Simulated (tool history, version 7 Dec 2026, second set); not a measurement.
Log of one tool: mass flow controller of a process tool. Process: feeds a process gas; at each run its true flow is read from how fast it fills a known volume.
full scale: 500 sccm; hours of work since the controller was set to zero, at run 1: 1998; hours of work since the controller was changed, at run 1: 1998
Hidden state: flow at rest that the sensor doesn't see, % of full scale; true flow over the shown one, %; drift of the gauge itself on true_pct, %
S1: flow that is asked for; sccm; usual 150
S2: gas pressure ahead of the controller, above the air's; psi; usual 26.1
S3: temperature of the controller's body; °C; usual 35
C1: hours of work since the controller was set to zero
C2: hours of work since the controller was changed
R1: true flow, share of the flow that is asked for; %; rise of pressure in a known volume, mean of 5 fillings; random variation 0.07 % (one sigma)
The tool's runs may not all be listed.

{"run": 1, "day": 0.0, "S1": 150, "S2": 26.1, "S3": 35, "C1": 1998, "C2": 1998, "R1": 99.18}
{"run": 2, "day": 4.525, "S1": 150, "S2": 26.1, "S3": 35, "C1": 2061, "C2": 2061, "R1": 99.28}
{"run": 3, "day": 11.95, "S1": 88, "S2": 26.1, "S3": 35, "C1": 2164, "C2": 2164, "R1": 99.18}
{"run": 4, "day": 18.0, "S1": 88, "S2": 26.1, "S3": 35, "C1": 2248, "C2": 2248, "R1": 99.39}
{"run": 5, "day": 22.508, "S1": 88, "S2": 26.1, "S3": 35, "C1": 2311, "C2": 2311, "R1": 99.29}
{"run": 6, "day": 25.879, "S1": 88, "S2": 26.1, "S3": 35, "C1": 2357, "C2": 2357, "R1": 99.42}
{"run": 7, "day": 32.142, "S1": 88, "S2": 26.1, "S3": 35, "C1": 2444, "C2": 2444, "R1": 99.45}
{"run": 8, "day": 37.133, "S1": 88, "S2": 26.1, "S3": 35, "C1": 2513, "C2": 2513, "R1": 99.58}
{"run": 9, "day": 41.296, "S1": 88, "S2": 26.1, "S3": 35, "C1": 2571, "C2": 2571, "R1": 99.53}
{"run": 10, "day": 45.25, "S1": 69, "S2": 26.1, "S3": 35, "C1": 2626, "C2": 2626, "R1": 99.5}
{"run": 11, "day": 49.779, "S1": 69, "S2": 26.1, "S3": 35, "C1": 2689, "C2": 2689, "R1": 99.68}
{"run": 12, "day": 56.85, "S1": 150, "S2": 21.6, "S3": 35, "C1": 2787, "C2": 2787, "R1": 99.98}
{"run": 13, "day": 62.862, "S1": 150, "S2": 21.6, "S3": 35, "C1": 2870, "C2": 2870, "R1": 100.0}
{"run": 14, "day": 66.921, "S1": 150, "S2": 21.6, "S3": 35, "C1": 2926, "C2": 2926, "R1": 100.19}
{"run": 15, "day": 71.692, "S1": 150, "S2": 26.1, "S3": 30, "C1": 2993, "C2": 2993, "R1": 100.04}
{"run": 16, "day": 75.879, "S1": 150, "S2": 26.1, "S3": 30, "C1": 3051, "C2": 3051, "R1": 100.16}
{"run": 17, "day": 82.233, "S1": 150, "S2": 26.1, "S3": 23, "C1": 3139, "C2": 3139, "R1": 99.86}
{"run": 18, "day": 89.529, "S1": 150, "S2": 26.1, "S3": 23, "C1": 3240, "C2": 3240, "R1": 100.06}
{"run": 19, "day": 95.575, "S1": 150, "S2": 26.1, "S3": 23, "C1": 3324, "C2": 3324, "R1": 100.11}
{"run": 20, "day": 99.2, "S1": 150, "S2": 26.1, "S3": 35, "C1": 3374, "C2": 3374, "R1": 100.72}
{"run": 21, "day": 105.992, "S1": 150, "S2": 32.5, "S3": 35, "C1": 3468, "C2": 3468, "R1": 101.1}
{"run": 22, "day": 109.3, "S1": 412, "S2": 32.3, "S3": 39, "C1": 3514, "C2": 3514, "R1": 102.1}
{"run": 23, "day": 114.979, "S1": 397, "S2": 32.3, "S3": 23, "C1": 3593, "C2": 3593, "R1": 101.46}
{"run": 24, "day": 120.946, "S1": 53, "S2": 33.6, "S3": 25, "C1": 3676, "C2": 3676, "R1": 100.33}
{"run": 25, "day": 124.433, "S1": 63, "S2": 33.6, "S3": 25, "C1": 3724, "C2": 3724, "R1": 100.57}
{"run": 26, "day": 132.467, "S1": 63, "S2": 33.6, "S3": 25, "C1": 3836, "C2": 3836, "R1": 100.66}
{"run": 27, "day": 138.783, "S1": 150, "S2": 29.6, "S3": 29, "C1": 3923, "C2": 3923, "R1": 101.22}
{"run": 28, "day": 143.925, "S1": 152, "S2": 31.3, "S3": 24, "C1": 3994, "C2": 3994, "R1": 101.0}
{"run": 29, "day": 148.262, "S1": 93, "S2": 34.4, "S3": 38, "C1": 4055, "C2": 4055, "R1": 101.62}
{"run": 30, "day": 152.025, "S1": 93, "S2": 34.4, "S3": 38, "C1": 4107, "C2": 4107, "R1": 101.73}
{"run": 31, "day": 159.838, "S1": 93, "S2": 34.4, "S3": 38, "C1": 4215, "C2": 4215, "R1": 101.77}
{"run": 32, "day": 167.612, "S1": 117, "S2": 30.9, "S3": 21, "C1": 4323, "C2": 4323, "R1": 101.13}
{"run": 33, "day": 172.258, "S1": 150, "S2": 24.2, "S3": 35, "C1": 4387, "C2": 4387, "R1": 101.9}
{"day": 174.871, "done": "gauge calibrated"}
{"run": 34, "day": 178.675, "S1": 150, "S2": 24.2, "S3": 35, "C1": 4476, "C2": 4476, "R1": 99.28}
{"run": 35, "day": 183.954, "S1": 150, "S2": 24.2, "S3": 35, "C1": 4550, "C2": 4550, "R1": 99.33}
{"run": 36, "day": 189.25, "S1": 163, "S2": 23.2, "S3": 22, "C1": 4623, "C2": 4623, "R1": 98.74}
{"run": 37, "day": 196.033, "S1": 174, "S2": 32.8, "S3": 35, "C1": 4717, "C2": 4717, "R1": 99.69}
{"run": 38, "day": 199.333, "S1": 372, "S2": 21.6, "S3": 29, "C1": 4763, "C2": 4763, "R1": 100.11}
{"run": 39, "day": 206.529, "S1": 372, "S2": 21.6, "S3": 29, "C1": 4863, "C2": 4863, "R1": 100.04}
{"run": 40, "day": 212.042, "S1": 104, "S2": 26.8, "S3": 26, "C1": 4939, "C2": 4939, "R1": 99.26}

Measured less the same run without the tool's hidden state. The same run-to-run variation is in both; the gauge's scatter may not be:
run=1 R1=+0.00
run=2 R1=+0.07
run=3 R1=+0.18
run=4 R1=+0.28
run=5 R1=+0.36
run=6 R1=+0.40
run=7 R1=+0.51
run=8 R1=+0.58
run=9 R1=+0.65
run=10 R1=+0.71
run=11 R1=+0.78
run=12 R1=+0.90
run=13 R1=+1.00
run=14 R1=+1.06
run=15 R1=+1.14
run=16 R1=+1.20
run=17 R1=+1.29
run=18 R1=+1.41
run=19 R1=+1.51
run=20 R1=+1.57
run=21 R1=+1.68
run=22 R1=+1.76
run=23 R1=+1.84
run=24 R1=+1.89
run=25 R1=+1.95
run=26 R1=+2.08
run=27 R1=+2.19
run=28 R1=+2.27
run=29 R1=+2.35
run=30 R1=+2.42
run=31 R1=+2.54
run=32 R1=+2.64
run=33 R1=+2.73
run=34 R1=+0.06
run=35 R1=+0.15
run=36 R1=+0.23
run=37 R1=+0.34
run=38 R1=+0.39
run=39 R1=+0.51
run=40 R1=+0.58

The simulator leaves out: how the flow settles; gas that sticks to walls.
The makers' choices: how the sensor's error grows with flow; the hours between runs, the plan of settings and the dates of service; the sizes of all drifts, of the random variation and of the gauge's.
